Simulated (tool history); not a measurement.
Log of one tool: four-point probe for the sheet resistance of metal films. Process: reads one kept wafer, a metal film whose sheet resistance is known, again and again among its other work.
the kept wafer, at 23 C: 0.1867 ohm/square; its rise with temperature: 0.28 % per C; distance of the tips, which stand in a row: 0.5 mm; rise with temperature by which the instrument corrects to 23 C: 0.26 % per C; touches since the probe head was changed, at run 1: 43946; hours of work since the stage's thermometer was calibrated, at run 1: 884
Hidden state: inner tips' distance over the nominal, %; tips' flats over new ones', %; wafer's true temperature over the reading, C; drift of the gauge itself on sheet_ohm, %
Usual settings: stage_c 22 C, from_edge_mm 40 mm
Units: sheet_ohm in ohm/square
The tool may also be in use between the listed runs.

run,hour,stage_c,from_edge_mm,touches since the probe head was changed,hours of work since the stage's thermometer was calibrated,sheet_ohm
1,0.0,22,40,43946,884,0.186747
2,54.9,22,40,45055,907,0.186652
3,88.9,22,40,45740,922,0.186746
4,148.2,22,40,46938,947,0.186717
5,197.9,22,8,47941,968,0.187000
6,224.5,22,40,48480,980,0.186698
7,268.4,22,12,49366,998,0.186868
8,305.5,22,12,50116,1014,0.186862
9,369.8,22,40,51413,1042,0.186688
10,433.8,18,40,52706,1069,0.186542
11,473.4,18,40,53505,1086,0.186542
12,533.0,27,40,54708,1111,0.186820
13,577.1,27,40,55599,1130,0.186914
14,626.1,27,40,56587,1151,0.186847
15,679.8,22,37,57672,1174,0.186683
16,739.6,22,37,58881,1200,0.186697
17,775.4,22,37,59602,1215,0.186610
18,827.7,20,6,60658,1237,0.187314
19,867.2,20,6,61456,1254,0.187255
20,919.2,29,50,62507,1276,0.186949
21,973.8,29,50,63609,1300,0.186925
22,1014.8,21,40,64437,1317,0.186681
23,1065.9,24,43,65469,1339,0.186736
24,1098.4,24,65,66125,1353,0.186750
25,1134.5,29,10,66853,1368,0.187090
26,1174.9,29,10,67670,1386,0.187172

Forecast each of these 5 alternatives for the next run:
A,1239.5,19,45,68974,1413,?
B,1239.5,34,54,68974,1413,?
C,1239.5,24,24,68974,1413,?
D,1239.5,24,7,68974,1413,?
E,1239.5,31,56,68974,1413,?

run,sheet_ohm
A,0.186565
B,0.187075
C,0.186755
D,0.187236
E,0.186989
Without the tool's hidden state the same runs would have given:
run,sheet_ohm
A,0.186554
B,0.187064
C,0.186744
D,0.187224
E,0.186978
